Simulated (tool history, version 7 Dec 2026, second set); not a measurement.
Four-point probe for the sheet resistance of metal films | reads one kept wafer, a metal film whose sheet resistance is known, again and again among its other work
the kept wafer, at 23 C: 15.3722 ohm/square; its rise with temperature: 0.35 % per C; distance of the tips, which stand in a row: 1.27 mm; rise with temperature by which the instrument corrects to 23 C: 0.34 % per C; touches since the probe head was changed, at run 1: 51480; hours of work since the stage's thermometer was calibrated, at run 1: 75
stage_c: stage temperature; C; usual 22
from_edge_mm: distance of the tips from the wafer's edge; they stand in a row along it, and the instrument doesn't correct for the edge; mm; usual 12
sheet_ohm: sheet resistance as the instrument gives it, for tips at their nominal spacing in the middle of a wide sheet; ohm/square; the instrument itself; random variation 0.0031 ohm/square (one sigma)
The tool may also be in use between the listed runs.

run	hour	stage_c	from_edge_mm	touches since the probe head was changed	hours of work since the stage's thermometer was calibrated	sheet_ohm
1	0	22	12	51480	75	15.393691
2	10.7	22	12	51751	79	15.399735
3	24.3	21	12	52093	85	15.388786
4	42	21	12	52541	93	15.396019
5	54.3	21	12	52851	98	15.391278
6	62.8	21	12	53067	101	15.390191
7	76	21	4	53400	107	16.077355
8	84	22	5	53601	110	15.813116
9	93.2	22	5	53834	114	15.812678
10	101.9	22	5	54054	118	15.816135
11	118.8	22	9	54479	125	15.460919
12	129.8	22	27	54759	130	15.312651
13	143.7	26	38	55108	135	15.311688

Forecast each of these 3 alternatives for the next run:
A	155.5	20	5	55408	140	?
B	155.5	22	7	55408	140	?
C	155.5	24	7	55408	140	?

run	sheet_ohm
A	15.809325
B	15.567021
C	15.567747
Without the tool's hidden state the same runs would have given:
run	sheet_ohm
A	15.885287
B	15.641975
C	15.642753

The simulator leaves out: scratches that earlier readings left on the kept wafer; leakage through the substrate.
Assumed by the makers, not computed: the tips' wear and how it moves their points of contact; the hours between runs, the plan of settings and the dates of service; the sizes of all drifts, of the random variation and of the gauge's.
